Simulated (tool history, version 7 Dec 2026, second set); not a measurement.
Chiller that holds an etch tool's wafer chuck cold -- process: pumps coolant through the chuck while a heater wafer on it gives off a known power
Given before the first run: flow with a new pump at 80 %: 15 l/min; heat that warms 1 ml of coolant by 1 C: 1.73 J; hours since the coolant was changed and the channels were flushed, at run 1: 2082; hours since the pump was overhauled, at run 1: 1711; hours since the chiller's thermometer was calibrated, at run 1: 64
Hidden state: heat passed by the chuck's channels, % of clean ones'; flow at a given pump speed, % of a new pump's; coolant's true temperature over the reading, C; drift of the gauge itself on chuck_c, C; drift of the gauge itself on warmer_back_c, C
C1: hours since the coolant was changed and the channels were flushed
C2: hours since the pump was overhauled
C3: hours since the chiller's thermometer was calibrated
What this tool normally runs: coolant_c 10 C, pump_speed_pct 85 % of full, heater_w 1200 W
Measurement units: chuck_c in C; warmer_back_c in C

run 1 day=0.000 | coolant_c=10 pump_speed_pct=85 heater_w=1200 | C1=2082 C2=1711 C3=64 | chuck_c=16.9 warmer_back_c=2.59
run 2 day=1.142 | coolant_c=10 pump_speed_pct=85 heater_w=1200 | C1=2109 C2=1739 C3=91 | chuck_c=16.9 warmer_back_c=2.60
run 3 day=2.162 | coolant_c=10 pump_speed_pct=85 heater_w=1200 | C1=2134 C2=1763 C3=116 | chuck_c=16.9 warmer_back_c=2.56
run 4 day=3.142 | coolant_c=10 pump_speed_pct=85 heater_w=841 | C1=2157 C2=1787 C3=139 | chuck_c=14.7 warmer_back_c=1.84
run 5 day=4.558 | coolant_c=10 pump_speed_pct=85 heater_w=1200 | C1=2191 C2=1821 C3=173 | chuck_c=17.0 warmer_back_c=2.61
run 6 day=6.162 | coolant_c=10 pump_speed_pct=85 heater_w=1615 | C1=2230 C2=1859 C3=212 | chuck_c=19.3 warmer_back_c=3.46
run 7 day=6.996 | coolant_c=10 pump_speed_pct=85 heater_w=669 | C1=2250 C2=1879 C3=232 | chuck_c=14.0 warmer_back_c=1.45
run 8 day=8.462 | coolant_c=10 pump_speed_pct=65 heater_w=1200 | C1=2285 C2=1914 C3=267 | chuck_c=18.8 warmer_back_c=3.49
run 9 day=10.150 | coolant_c=10 pump_speed_pct=85 heater_w=1200 | C1=2326 C2=1955 C3=308 | chuck_c=16.9 warmer_back_c=2.62
run 10 day=11.742 | coolant_c=10 pump_speed_pct=85 heater_w=1200 | C1=2364 C2=1993 C3=346 | chuck_c=16.9 warmer_back_c=2.58
run 11 day=13.083 | coolant_c=10 pump_speed_pct=85 heater_w=1200 | C1=2396 C2=2025 C3=378 | chuck_c=17.0 warmer_back_c=2.58
run 12 day=14.771 | coolant_c=13 pump_speed_pct=63 heater_w=877 | C1=2437 C2=2066 C3=418 | chuck_c=19.7 warmer_back_c=2.58
run 13 day=16.429 | coolant_c=13 pump_speed_pct=63 heater_w=877 | C1=2476 C2=2105 C3=458 | chuck_c=19.7 warmer_back_c=2.62
run 14 day=18.038 | coolant_c=17 pump_speed_pct=84 heater_w=1200 | C1=2515 C2=2144 C3=497 | chuck_c=23.9 warmer_back_c=2.66
run 15 day=19.558 | coolant_c=6 pump_speed_pct=91 heater_w=1200 | C1=2551 C2=2181 C3=533 | chuck_c=12.2 warmer_back_c=2.37
run 16 day=20.604 | coolant_c=10 pump_speed_pct=69 heater_w=1025 | C1=2577 C2=2206 C3=558 | chuck_c=17.2 warmer_back_c=2.80
run 17 day=22.038 | coolant_c=18 pump_speed_pct=85 heater_w=792 | C1=2611 C2=2240 C3=593 | chuck_c=22.5 warmer_back_c=1.71
run 18 day=23.375 | coolant_c=6 pump_speed_pct=77 heater_w=638 | C1=2643 C2=2272 C3=625 | chuck_c=10.0 warmer_back_c=1.54
run 19 day=24.696 | coolant_c=9 pump_speed_pct=80 heater_w=658 | C1=2675 C2=2304 C3=657 | chuck_c=12.9 warmer_back_c=1.56
run 20 day=25.904 | coolant_c=19 pump_speed_pct=76 heater_w=881 | C1=2704 C2=2333 C3=686 | chuck_c=24.6 warmer_back_c=2.17
run 21 day=27.725 | coolant_c=19 pump_speed_pct=76 heater_w=881 | C1=2747 C2=2377 C3=729 | chuck_c=24.6 warmer_back_c=2.17

Here are 3 independent what-if runs from the current tool condition. What would each one return?
run A day=28.796 | coolant_c=9 pump_speed_pct=85 heater_w=624 | C1=2773 C2=2402 C3=755 | chuck_c=? warmer_back_c=?
run B day=28.796 | coolant_c=19 pump_speed_pct=72 heater_w=994 | C1=2773 C2=2402 C3=755 | chuck_c=? warmer_back_c=?
run C day=28.796 | coolant_c=19 pump_speed_pct=61 heater_w=671 | C1=2773 C2=2402 C3=755 | chuck_c=? warmer_back_c=?

run=A chuck_c=12.5 warmer_back_c=1.34
run=B chuck_c=25.8 warmer_back_c=2.59
run=C chuck_c=24.4 warmer_back_c=2.08
Without the tool's hidden state the same runs would have given:
run=A chuck_c=12.5 warmer_back_c=1.34
run=B chuck_c=25.8 warmer_back_c=2.59
run=C chuck_c=24.4 warmer_back_c=2.08
